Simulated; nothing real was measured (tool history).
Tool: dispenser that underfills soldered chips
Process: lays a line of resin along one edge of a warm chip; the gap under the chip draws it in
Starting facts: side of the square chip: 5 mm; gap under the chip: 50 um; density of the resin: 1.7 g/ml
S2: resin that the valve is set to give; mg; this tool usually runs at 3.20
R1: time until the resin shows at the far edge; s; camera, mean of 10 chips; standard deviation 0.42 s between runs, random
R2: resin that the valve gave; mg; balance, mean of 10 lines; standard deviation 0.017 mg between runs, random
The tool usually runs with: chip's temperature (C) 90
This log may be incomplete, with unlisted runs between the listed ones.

run 1 day=0.000 | chip's_temperature_(C)=90 S2=3.20 | R1=49.8 R2=3.13
-- day=0.346 new syringe of resin
run 2 day=0.508 | chip's_temperature_(C)=90 S2=3.20 | R1=39.5 R2=3.09
run 3 day=0.867 | chip's_temperature_(C)=90 S2=3.20 | R1=65.4 R2=3.10
-- day=0.996 new syringe of resin
run 4 day=1.512 | chip's_temperature_(C)=90 S2=3.20 | R1=66.5 R2=3.10
-- day=1.650 new syringe of resin
run 5 day=1.917 | chip's_temperature_(C)=90 S2=3.20 | R1=46.0 R2=3.08
run 6 day=2.246 | chip's_temperature_(C)=75 S2=3.20 | R1=146.5 R2=3.04
-- day=2.308 new syringe of resin
run 7 day=2.825 | chip's_temperature_(C)=75 S2=3.20 | R1=128.9 R2=3.01
-- day=2.962 dispensing valve cleaned and set on the balance
-- day=3.029 new syringe of resin
run 8 day=3.425 | chip's_temperature_(C)=75 S2=3.20 | R1=110.5 R2=3.19
-- day=3.688 new syringe of resin
run 9 day=3.933 | chip's_temperature_(C)=79 S2=3.63 | R1=72.4 R2=3.60
-- day=4.350 new syringe of resin
run 10 day=4.454 | chip's_temperature_(C)=78 S2=3.83 | R1=63.0 R2=3.78
run 11 day=4.838 | chip's_temperature_(C)=90 S2=4.11 | R1=59.6 R2=4.04
-- day=5.021 new syringe of resin
run 12 day=5.104 | chip's_temperature_(C)=90 S2=4.05 | R1=34.3 R2=3.97
run 13 day=5.650 | chip's_temperature_(C)=87 S2=3.77 | R1=85.5 R2=3.66
-- day=5.721 new syringe of resin
run 14 day=6.254 | chip's_temperature_(C)=79 S2=3.53 | R1=107.7 R2=3.38

Below are 5 alternative next runs, each starting from the tool's condition after run 14. Predict each:
-- day=6.367 new syringe of resin
run A day=6.667 | chip's_temperature_(C)=90 S2=3.53 | R1=? R2=?
-- day=6.367 new syringe of resin
run B day=6.667 | chip's_temperature_(C)=90 S2=2.86 | R1=? R2=?
-- day=6.367 new syringe of resin
run C day=6.667 | chip's_temperature_(C)=82 S2=3.12 | R1=? R2=?
-- day=6.367 new syringe of resin
run D day=6.667 | chip's_temperature_(C)=99 S2=3.53 | R1=? R2=?
-- day=6.367 new syringe of resin
run E day=6.667 | chip's_temperature_(C)=84 S2=3.67 | R1=? R2=?

run=A R1=48.7 R2=3.41
run=B R1=50.9 R2=2.74
run=C R1=71.9 R2=2.99
run=D R1=33.6 R2=3.40
run=E R1=61.6 R2=3.54
What these runs would have given with no unlogged condition in the tool:
run=A R1=29.2 R2=3.54
run=B R1=30.6 R2=2.84
run=C R1=43.1 R2=3.10
run=D R1=20.5 R2=3.53
run=E R1=36.8 R2=3.66

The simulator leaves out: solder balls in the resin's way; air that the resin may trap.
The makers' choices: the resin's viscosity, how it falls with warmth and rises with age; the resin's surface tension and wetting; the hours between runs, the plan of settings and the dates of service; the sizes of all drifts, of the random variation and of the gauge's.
